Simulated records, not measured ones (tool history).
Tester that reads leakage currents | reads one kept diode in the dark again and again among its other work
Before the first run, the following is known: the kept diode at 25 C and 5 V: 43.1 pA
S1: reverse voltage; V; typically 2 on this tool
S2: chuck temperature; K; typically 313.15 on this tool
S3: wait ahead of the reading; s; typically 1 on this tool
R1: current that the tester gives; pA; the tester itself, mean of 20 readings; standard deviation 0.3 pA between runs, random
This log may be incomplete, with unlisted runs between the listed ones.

run,day,S1,S2,S3,R1
1,0,2,313.15,1,97.73
# day 0.433: probe card cleaned and baked
2,1.379,4.68,313.15,1,145.05
3,2.475,4.68,313.15,1,145.14
4,3.954,2,313.15,1,97.03
5,5.492,2,313.15,0.67,97.66
6,7.617,2,313.15,0.37,98.66
7,9.092,2,313.15,0.37,98.54
8,10.567,2,313.15,1,98
9,12.496,2,313.15,1,97.64
10,13.542,2,313.15,1,97.38
11,14.483,2,313.15,0.54,98.08
# day 15.308: chuck's temperature calibrated
12,16.212,2,313.15,1,98.04
13,17.996,2,313.15,1,97.52
14,19.808,2,313.15,1,98.13
15,21.471,11.1,313.15,1,216.03
16,22.833,11.1,313.15,1,215.41
17,24.517,1.21,311.15,3.41,65.78
18,26.117,1.21,311.15,3.41,65.76
19,28.067,1.21,311.15,3.41,66.39
20,29.1,1.21,311.15,3.41,65.91
21,31.179,5.03,316.15,4.6,187.97
22,32.083,5.03,316.15,4.6,188.69
23,33.546,2,312.15,5.27,89.82
24,35.538,2,312.15,5.27,89.64
25,36.875,2,312.15,5.27,90.33
26,37.846,2,312.15,5.27,90.03
27,39.629,1.77,303.15,2.47,41.16
28,40.7,3.65,293.15,2,24.5
29,42.321,3.65,293.15,2,24.52

3 ways to go on from here, each from the tool as it stands after run 29. What would each give?
A,43.612,3.65,305.15,2,?
B,43.612,2,301.15,2.09,?
C,43.612,1.01,301.15,1,?

run,R1
A,67.88
B,36.84
C,27.07
Stripped of hidden state, with their random variation kept, the same runs would have yielded:
run,R1
A,67.81
B,36.81
C,27.04
